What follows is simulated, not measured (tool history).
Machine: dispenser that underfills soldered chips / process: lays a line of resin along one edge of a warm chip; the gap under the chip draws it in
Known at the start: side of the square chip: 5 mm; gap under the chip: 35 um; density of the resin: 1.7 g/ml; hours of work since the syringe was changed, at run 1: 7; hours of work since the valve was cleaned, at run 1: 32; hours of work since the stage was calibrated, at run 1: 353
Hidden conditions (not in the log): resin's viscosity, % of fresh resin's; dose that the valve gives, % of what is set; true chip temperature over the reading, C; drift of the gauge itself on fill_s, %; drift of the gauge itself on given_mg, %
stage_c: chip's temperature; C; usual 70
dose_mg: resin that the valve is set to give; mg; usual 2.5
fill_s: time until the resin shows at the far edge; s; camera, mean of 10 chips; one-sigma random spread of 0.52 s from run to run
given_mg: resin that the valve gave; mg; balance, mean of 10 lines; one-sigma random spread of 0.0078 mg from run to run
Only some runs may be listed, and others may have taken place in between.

run,day,stage_c,dose_mg,hours of work since the syringe was changed,hours of work since the valve was cleaned,hours of work since the stage was calibrated,fill_s,given_mg
1,0,70,2.5,7,32,353,70.1,2.479
# day 0.146: new syringe of resin
2,0.317,70,2.5,3,38,359,55.8,2.461
# day 0.633: new syringe of resin
3,0.704,72,2.5,1,45,366,46.9,2.445
# day 1.121: new syringe of resin
4,1.204,72,2.5,2,54,375,46.8,2.431
# day 1.583: new syringe of resin
5,1.896,72,2.5,6,67,388,62.7,2.429
# day 2.042: new syringe of resin
6,2.467,72,2.5,8,78,399,70.9,2.403
# day 2.521: new syringe of resin
# day 3.017: new syringe of resin
7,3.025,72,2.5,0,88,409,43.1,2.393
# day 3.479: new syringe of resin
8,3.55,72,2.5,1,98,419,46.7,2.381
9,3.842,72,2.5,7,103,424,66.1,2.383
# day 3.992: new syringe of resin
10,4.242,72,2.5,5,111,432,58.9,2.372
# day 4.488: new syringe of resin
11,4.683,72,2.5,4,119,440,55.5,2.376
# day 4.95: new syringe of resin
12,5.367,72,2.5,8,131,453,69.7,2.338
# day 5.425: new syringe of resin
# day 5.467: dispensing valve cleaned and set on the balance
13,5.883,72,2.5,8,8,461,71.7,2.48
# day 5.942: new syringe of resin
# day 6.442: new syringe of resin
14,6.479,72,2.5,1,19,472,45.7,2.458
# day 6.896: new syringe of resin
15,7.212,72,2.82,6,32,486,61.3,2.768
# day 7.358: new syringe of resin
# day 7.821: new syringe of resin
16,7.846,72,2.82,0,44,498,43.9,2.76
17,8.258,75,2.5,8,52,505,64.7,2.423
# day 8.304: new syringe of resin
# day 8.783: new syringe of resin
18,8.942,59,2.3,3,64,518,93.6,2.203
# day 9.279: new syringe of resin
19,9.375,75,3.07,2,72,526,43.3,2.957
# day 9.742: new syringe of resin
20,10.008,75,3.07,5,84,538,53.4,2.947
# day 10.208: new syringe of resin
# day 10.692: new syringe of resin
21,10.746,75,3.07,1,98,551,41.5,2.925
# day 11.15: new syringe of resin
22,11.262,55,2.69,2,107,561,104.5,2.541
# day 11.629: new syringe of resin
23,11.908,55,2.69,5,119,573,127.3,2.531
# day 12.092: new syringe of resin
24,12.517,76,2.45,8,131,584,63.5,2.291
# day 12.583: new syringe of resin
# day 12.675: dispensing valve cleaned and set on the balance
# day 13.088: new syringe of resin
25,13.15,63,2.87,1,9,595,67.9,2.847
# day 13.579: new syringe of resin
26,13.762,73,2.87,3,20,606,51.7,2.839
# day 14.058: new syringe of resin
# day 14.142: stage's temperature calibrated
27,14.492,73,2.87,7,33,7,62.2,2.814
# day 14.588: new syringe of resin
28,14.854,69,2.14,5,40,13,65.4,2.095
# day 15.062: new syringe of resin
29,15.321,60,2.82,5,48,22,91.3,2.755
# day 15.517: new syringe of resin
30,15.658,69,3.03,3,55,28,53.2,2.947
# day 16.008: new syringe of resin
31,16.358,69,3.03,7,68,41,68.8,2.936
# day 16.479: new syringe of resin
32,16.888,69,3.03,8,77,51,74.2,2.906
# day 16.942: new syringe of resin
# day 17.421: new syringe of resin
33,17.583,56,2.18,3,90,64,102,2.079

5 ways to go on from here, each from the tool as it stands after run 33. What would each give?
# day 17.879: new syringe of resin
A,18.158,62,2.24,5,101,75,?,?
# day 17.879: new syringe of resin
B,18.158,66,2.42,5,101,75,?,?
# day 17.879: new syringe of resin
C,18.158,72,2.18,5,101,75,?,?
# day 17.879: new syringe of resin
D,18.158,58,2.18,5,101,75,?,?
# day 17.879: new syringe of resin
E,18.158,70,3.03,5,101,75,?,?

run,fill_s,given_mg
A,89,2.126
B,75.3,2.284
C,58.7,2.068
D,107.9,2.062
E,62,2.886
Had the tool no hidden state, the same runs would have come out as:
run,fill_s,given_mg
A,61.2,2.238
B,51.8,2.405
C,40.5,2.177
D,74,2.171
E,43,3.037
